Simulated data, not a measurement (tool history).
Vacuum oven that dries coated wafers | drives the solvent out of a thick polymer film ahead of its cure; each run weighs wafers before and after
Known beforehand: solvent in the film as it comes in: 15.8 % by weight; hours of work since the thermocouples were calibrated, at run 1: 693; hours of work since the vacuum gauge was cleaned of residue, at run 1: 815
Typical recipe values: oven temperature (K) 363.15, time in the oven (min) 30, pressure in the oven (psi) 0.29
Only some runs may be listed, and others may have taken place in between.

run,day,oven temperature (K),time in the oven (min),pressure in the oven (psi),hours of work since the thermocouples were calibrated,hours of work since the vacuum gauge was cleaned of residue,solvent left in the film (%)
1,0,363.15,30,0.29,693,815,2.43
2,1.196,363.15,30,0.29,709,831,2.46
3,2.121,363.15,30,0.29,721,843,2.35
4,3.412,363.15,30,0.29,739,861,2.43
5,4.521,363.15,30,0.29,754,876,2.42
6,6.054,363.15,30,0.216,775,897,2.03
7,6.821,363.15,30,0.354,785,907,2.73
8,8.012,363.15,30,0.323,801,923,2.65
# day 9.117: oven's thermocouples calibrated
9,9.746,363.15,30,0.323,9,946,2.41
10,10.975,354.15,30,0.29,25,962,4.59
11,12.658,363.15,29,0.29,48,985,2.3
12,13.529,367.15,29,0.29,60,997,1.82
13,15.212,354.15,30,0.29,83,1020,4.63
14,16.875,363.15,30,1.095,105,1042,6.41
15,18.104,363.15,30,0.29,122,1059,2.32
16,19.671,363.15,30,0.29,143,1080,2.39
17,20.9,363.15,30,0.148,160,1097,1.58
18,22.346,363.15,30,0.148,179,1117,1.66
19,24,363.15,30,0.148,202,1139,1.62
20,25.054,363.15,30,0.148,216,1153,1.75
21,26.454,363.15,30,0.148,235,1172,1.72
22,27.508,363.15,30,0.148,250,1187,1.71
23,28.642,363.15,30,0.148,265,1202,1.73
24,29.608,375.15,40,0.265,278,1215,1.25
25,30.592,352.15,49,0.265,291,1229,3.88
26,31.446,354.15,18,0.29,303,1240,6.75
27,32.621,354.15,18,0.29,319,1256,6.68
28,33.6,353.15,40,0.644,332,1269,6.7
29,34.479,353.15,40,0.644,344,1281,6.56
30,35.85,358.15,40,0.315,363,1300,3.25
31,37.188,369.15,24,0.949,381,1318,4.53
32,38.588,363.15,30,0.38,400,1337,2.85
33,40.196,370.15,29,0.38,422,1359,2.1
34,41.208,355.15,32,0.197,435,1373,3.79
35,41.971,363.15,20,0.261,446,1383,3.25
36,43.275,363.15,20,0.261,463,1401,3.29
37,44.225,363.15,30,0.261,476,1414,2.43
38,45.862,374.15,19,0.97,498,1436,3.9
39,46.958,363.15,29,0.271,513,1451,2.52
40,48.125,363.15,29,0.271,529,1466,2.55
41,48.917,363.15,29,0.271,540,1477,2.58
42,50.512,349.15,51,0.879,562,1499,9.83
43,51.258,363.15,20,0.29,572,1509,3.54

Alternative continuations, all from the tool just after run 43; predict every row:
A,52.683,374.15,24,1.02,591,1528,?
B,52.683,349.15,20,0.692,591,1528,?
C,52.683,373.15,40,0.197,591,1528,?
D,52.683,363.15,35,0.29,591,1528,?
E,52.683,348.15,44,0.851,591,1528,?

run,solvent left in the film (%)
A,4.07
B,10.57
C,1.2
D,2.47
E,10.09
Stripped of hidden state, with their random variation kept, the same runs would have yielded:
run,solvent left in the film (%)
A,3.55
B,9.59
C,0.78
D,1.77
E,8.82
